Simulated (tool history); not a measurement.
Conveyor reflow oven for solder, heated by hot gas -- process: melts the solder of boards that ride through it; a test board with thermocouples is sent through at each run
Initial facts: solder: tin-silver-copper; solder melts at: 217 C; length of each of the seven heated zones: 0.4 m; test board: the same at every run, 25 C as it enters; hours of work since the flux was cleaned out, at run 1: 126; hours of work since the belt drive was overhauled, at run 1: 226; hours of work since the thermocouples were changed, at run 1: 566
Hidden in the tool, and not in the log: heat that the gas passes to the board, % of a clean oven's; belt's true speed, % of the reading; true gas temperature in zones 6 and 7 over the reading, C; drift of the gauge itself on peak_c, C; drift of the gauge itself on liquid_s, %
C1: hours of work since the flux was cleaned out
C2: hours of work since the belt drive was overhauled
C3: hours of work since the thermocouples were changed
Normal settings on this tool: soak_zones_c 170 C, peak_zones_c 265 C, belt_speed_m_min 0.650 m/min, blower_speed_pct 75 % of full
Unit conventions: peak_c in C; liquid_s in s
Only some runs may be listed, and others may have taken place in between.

Run 1, hour 0.0: usual settings; C1 126; C2 226; C3 566. Result: peak_c 253.3 C, liquid_s 55.8 s.
Run 2, hour 4.9: usual settings but peak_zones_c 262 C; C1 129; C2 230; C3 570. Result: peak_c 250.5 C, liquid_s 54.5 s.
Run 3, hour 11.6: usual settings but peak_zones_c 262 C; C1 134; C2 234; C3 575. Result: peak_c 250.5 C, liquid_s 53.6 s.
Run 4, hour 22.2: usual settings but peak_zones_c 262 C; C1 142; C2 242; C3 582. Result: peak_c 250.5 C, liquid_s 54.3 s.
Run 5, hour 29.8: usual settings but peak_zones_c 262 C; C1 147; C2 247; C3 588. Result: peak_c 250.6 C, liquid_s 53.8 s.
Run 6, hour 35.8: usual settings but soak_zones_c 164 C; C1 151; C2 252; C3 592. Result: peak_c 252.3 C, liquid_s 53.7 s.
Run 7, hour 41.4: usual settings but soak_zones_c 164 C; C1 155; C2 256; C3 596. Result: peak_c 252.3 C, liquid_s 53.1 s.
Run 8, hour 47.0: usual settings but soak_zones_c 185 C, peak_zones_c 266 C, belt_speed_m_min 0.552 m/min; C1 159; C2 259; C3 600. Result: peak_c 259.5 C, liquid_s 77.0 s.
At hour 51.4: belt drive overhauled, speed set with a stopwatch.
Run 9, hour 60.8: usual settings but peak_zones_c 263 C, belt_speed_m_min 0.618 m/min; C1 166; C2 7; C3 607. Result: peak_c 252.8 C, liquid_s 59.0 s.
Run 10, hour 69.3: usual settings but peak_zones_c 263 C, belt_speed_m_min 0.618 m/min; C1 172; C2 13; C3 613. Result: peak_c 252.7 C, liquid_s 58.6 s.
Run 11, hour 80.2: usual settings but soak_zones_c 174 C; C1 180; C2 21; C3 621. Result: peak_c 253.6 C, liquid_s 57.5 s.
At hour 91.0: belt drive overhauled, speed set with a stopwatch, once more.
Run 12, hour 95.7: usual settings but soak_zones_c 179 C, belt_speed_m_min 0.603 m/min, blower_speed_pct 85 % of full; C1 188; C2 3; C3 629. Result: peak_c 257.1 C, liquid_s 66.8 s.
Run 13, hour 101.1: usual settings but soak_zones_c 182 C, peak_zones_c 267 C, belt_speed_m_min 0.671 m/min, blower_speed_pct 87 % of full; C1 192; C2 7; C3 633. Result: peak_c 257.3 C, liquid_s 60.5 s.

4 ways to go on from here, each from the tool as it stands after run 13. What would each give?
Run A, hour 106.6: usual settings but belt_speed_m_min 0.549 m/min; C1 196; C2 11; C3 637. Result: peak_c ?, liquid_s ?.
Run B, hour 106.6: usual settings but soak_zones_c 180 C, peak_zones_c 270 C; C1 196; C2 11; C3 637. Result: peak_c ?, liquid_s ?.
Run C, hour 106.6: usual settings but peak_zones_c 280 C, blower_speed_pct 74 % of full; C1 196; C2 11; C3 637. Result: peak_c ?, liquid_s ?.
Run D, hour 106.6: usual settings but soak_zones_c 182 C, peak_zones_c 267 C, belt_speed_m_min 0.671 m/min, blower_speed_pct 81 % of full; C1 196; C2 11; C3 637. Result: peak_c ?, liquid_s ?.

run  peak_c  liquid_s
  A   256.8      70.0
  B   258.8      62.2
  C   266.2      62.2
  D   256.7      60.2
Take away the tool's hidden state, keep each run's random variation, and the runs would have read:
run  peak_c  liquid_s
  A   257.3      70.9
  B   259.5      62.9
  C   267.2      62.9
  D   257.4      60.9
